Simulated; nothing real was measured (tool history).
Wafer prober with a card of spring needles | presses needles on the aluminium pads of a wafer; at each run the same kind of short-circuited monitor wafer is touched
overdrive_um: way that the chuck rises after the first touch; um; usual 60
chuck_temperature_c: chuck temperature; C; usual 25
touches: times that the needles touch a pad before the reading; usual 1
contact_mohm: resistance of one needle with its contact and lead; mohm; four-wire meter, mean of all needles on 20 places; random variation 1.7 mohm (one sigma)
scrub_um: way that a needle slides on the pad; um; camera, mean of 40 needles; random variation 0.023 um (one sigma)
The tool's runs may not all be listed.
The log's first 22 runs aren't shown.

{"hour": 501.8, "done": "tips cleaned on abrasive film"}
{"hour": 513.7, "done": "tips cleaned on abrasive film"}
{"run": 23, "hour": 519.7, "overdrive_um": 53, "chuck_temperature_c": 25, "touches": 2, "contact_mohm": 259, "scrub_um": 8.81}
{"hour": 525.8, "done": "tips cleaned on abrasive film"}
{"hour": 530.3, "done": "height of the first contact set anew"}
{"hour": 538.0, "done": "tips cleaned on abrasive film"}
{"run": 24, "hour": 542.0, "overdrive_um": 53, "chuck_temperature_c": 25, "touches": 2, "contact_mohm": 241, "scrub_um": 8.98}
{"hour": 551.1, "done": "tips cleaned on abrasive film"}
{"run": 25, "hour": 561.3, "overdrive_um": 53, "chuck_temperature_c": 25, "touches": 2, "contact_mohm": 284, "scrub_um": 8.94}
{"hour": 563.1, "done": "tips cleaned on abrasive film"}
{"hour": 576.2, "done": "tips cleaned on abrasive film"}
{"run": 26, "hour": 585.6, "overdrive_um": 53, "chuck_temperature_c": 25, "touches": 2, "contact_mohm": 275, "scrub_um": 8.92}
{"hour": 588.5, "done": "tips cleaned on abrasive film"}
{"hour": 601.7, "done": "tips cleaned on abrasive film"}
{"run": 27, "hour": 612.9, "overdrive_um": 73, "chuck_temperature_c": 26, "touches": 1, "contact_mohm": 278, "scrub_um": 12.25}
{"hour": 614.9, "done": "tips cleaned on abrasive film"}
{"hour": 627.5, "done": "tips cleaned on abrasive film"}
{"hour": 640.6, "done": "tips cleaned on abrasive film"}
{"run": 28, "hour": 642.1, "overdrive_um": 61, "chuck_temperature_c": 63, "touches": 1, "contact_mohm": 230, "scrub_um": 10.22}
{"hour": 652.6, "done": "tips cleaned on abrasive film"}
{"hour": 665.1, "done": "tips cleaned on abrasive film"}
{"run": 29, "hour": 666.5, "overdrive_um": 61, "chuck_temperature_c": 63, "touches": 2, "contact_mohm": 202, "scrub_um": 10.22}
{"hour": 677.7, "done": "tips cleaned on abrasive film"}
{"run": 30, "hour": 680.0, "overdrive_um": 57, "chuck_temperature_c": 25, "touches": 1, "contact_mohm": 246, "scrub_um": 9.5}

4 ways to go on from here, each from the tool as it stands after run 30. What would each give?
{"hour": 690.4, "done": "tips cleaned on abrasive film"}
{"hour": 703.1, "done": "tips cleaned on abrasive film"}
{"run": "A", "hour": 708.7, "overdrive_um": 45, "chuck_temperature_c": 96, "touches": 2, "contact_mohm": "?", "scrub_um": "?"}
{"hour": 690.4, "done": "tips cleaned on abrasive film"}
{"hour": 703.1, "done": "tips cleaned on abrasive film"}
{"run": "B", "hour": 708.7, "overdrive_um": 68, "chuck_temperature_c": 26, "touches": 1, "contact_mohm": "?", "scrub_um": "?"}
{"hour": 690.4, "done": "tips cleaned on abrasive film"}
{"hour": 703.1, "done": "tips cleaned on abrasive film"}
{"run": "C", "hour": 708.7, "overdrive_um": 64, "chuck_temperature_c": 50, "touches": 2, "contact_mohm": "?", "scrub_um": "?"}
{"hour": 690.4, "done": "tips cleaned on abrasive film"}
{"hour": 703.1, "done": "tips cleaned on abrasive film"}
{"run": "D", "hour": 708.7, "overdrive_um": 57, "chuck_temperature_c": 25, "touches": 2, "contact_mohm": "?", "scrub_um": "?"}

run=A contact_mohm=292 scrub_um=7.49
run=B contact_mohm=258 scrub_um=11.33
run=C contact_mohm=234 scrub_um=10.70
run=D contact_mohm=245 scrub_um=9.47
Without the tool's hidden state the same runs would have given:
run=A contact_mohm=191 scrub_um=7.62
run=B contact_mohm=170 scrub_um=11.47
run=C contact_mohm=176 scrub_um=10.83
run=D contact_mohm=171 scrub_um=9.60
